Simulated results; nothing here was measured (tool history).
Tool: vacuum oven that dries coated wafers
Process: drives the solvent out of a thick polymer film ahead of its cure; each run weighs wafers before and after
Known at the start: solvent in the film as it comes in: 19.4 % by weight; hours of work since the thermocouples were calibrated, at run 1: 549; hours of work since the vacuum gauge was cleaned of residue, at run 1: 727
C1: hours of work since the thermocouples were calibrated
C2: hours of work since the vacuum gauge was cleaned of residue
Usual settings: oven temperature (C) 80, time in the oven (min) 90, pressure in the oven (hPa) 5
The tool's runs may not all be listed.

Run 1, hour 0: usual settings; C1 549; C2 727. Result: solvent left in the film (%) 1.11.
Run 2, hour 45.3: usual settings but time in the oven (min) 66; C1 580; C2 759. Result: solvent left in the film (%) 1.9.
Run 3, hour 68.4: usual settings but time in the oven (min) 66; C1 596; C2 774. Result: solvent left in the film (%) 1.88.
Run 4, hour 105.2: usual settings but time in the oven (min) 83; C1 621; C2 800. Result: solvent left in the film (%) 1.23.
Run 5, hour 136.8: usual settings but time in the oven (min) 83; C1 643; C2 822. Result: solvent left in the film (%) 1.27.
Run 6, hour 192.2: usual settings but time in the oven (min) 70; C1 681; C2 860. Result: solvent left in the film (%) 1.68.
Run 7, hour 237: usual settings but pressure in the oven (hPa) 18; C1 712; C2 891. Result: solvent left in the film (%) 2.61.
Run 8, hour 269.5: usual settings but time in the oven (min) 69, pressure in the oven (hPa) 18; C1 734; C2 913. Result: solvent left in the film (%) 3.08.
Run 9, hour 296.1: usual settings but time in the oven (min) 69, pressure in the oven (hPa) 18; C1 753; C2 931. Result: solvent left in the film (%) 3.15.
Run 10, hour 323.5: usual settings but time in the oven (min) 69, pressure in the oven (hPa) 18; C1 772; C2 950. Result: solvent left in the film (%) 3.11.
Run 11, hour 350.1: usual settings but time in the oven (min) 69, pressure in the oven (hPa) 18; C1 790; C2 969. Result: solvent left in the film (%) 3.15.
Run 12, hour 388.3: usual settings but oven temperature (C) 75, time in the oven (min) 88, pressure in the oven (hPa) 4.16; C1 816; C2 995. Result: solvent left in the film (%) 1.76.
Run 13, hour 425.1: usual settings but oven temperature (C) 75, time in the oven (min) 88, pressure in the oven (hPa) 4.16; C1 842; C2 1020. Result: solvent left in the film (%) 1.8.
Run 14, hour 451.2: usual settings but oven temperature (C) 78, pressure in the oven (hPa) 6.66; C1 860; C2 1038. Result: solvent left in the film (%) 1.6.
Run 15, hour 474.9: usual settings but oven temperature (C) 72, pressure in the oven (hPa) 13.95; C1 876; C2 1054. Result: solvent left in the film (%) 3.68.
Run 16, hour 503.2: usual settings but oven temperature (C) 65, time in the oven (min) 130, pressure in the oven (hPa) 15.47; C1 896; C2 1074. Result: solvent left in the film (%) 4.59.
Run 17, hour 557.1: usual settings but oven temperature (C) 85, time in the oven (min) 116, pressure in the oven (hPa) 12.38; C1 933; C2 1111. Result: solvent left in the film (%) 1.27.
Run 18, hour 591.4: usual settings but oven temperature (C) 69, time in the oven (min) 68, pressure in the oven (hPa) 13.79; C1 956; C2 1135. Result: solvent left in the film (%) 5.57.
Run 19, hour 646.1: usual settings but oven temperature (C) 90, time in the oven (min) 102, pressure in the oven (hPa) 13.63; C1 994; C2 1172. Result: solvent left in the film (%) 1.06.
Run 20, hour 676.4: usual settings but oven temperature (C) 89, time in the oven (min) 52, pressure in the oven (hPa) 19.47; C1 1015; C2 1193. Result: solvent left in the film (%) 2.36.
Run 21, hour 707.6: usual settings but oven temperature (C) 89, time in the oven (min) 52, pressure in the oven (hPa) 19.47; C1 1036; C2 1215. Result: solvent left in the film (%) 2.33.

Forecast each of these 3 alternatives for the next run:
Run A, hour 738.8: usual settings but oven temperature (C) 89, time in the oven (min) 59, pressure in the oven (hPa) 5.64; C1 1058; C2 1236. Result: solvent left in the film (%) ?.
Run B, hour 738.8: usual settings but time in the oven (min) 66; C1 1058; C2 1236. Result: solvent left in the film (%) ?.
Run C, hour 738.8: usual settings but oven temperature (C) 89, time in the oven (min) 52, pressure in the oven (hPa) 8.49; C1 1058; C2 1236. Result: solvent left in the film (%) ?.

run  solvent left in the film (%)
  A                          0.94
  B                          1.93
  C                          1.51
Without the tool's hidden state the same runs would have given:
run  solvent left in the film (%)
  A                          0.94
  B                          1.92
  C                          1.51
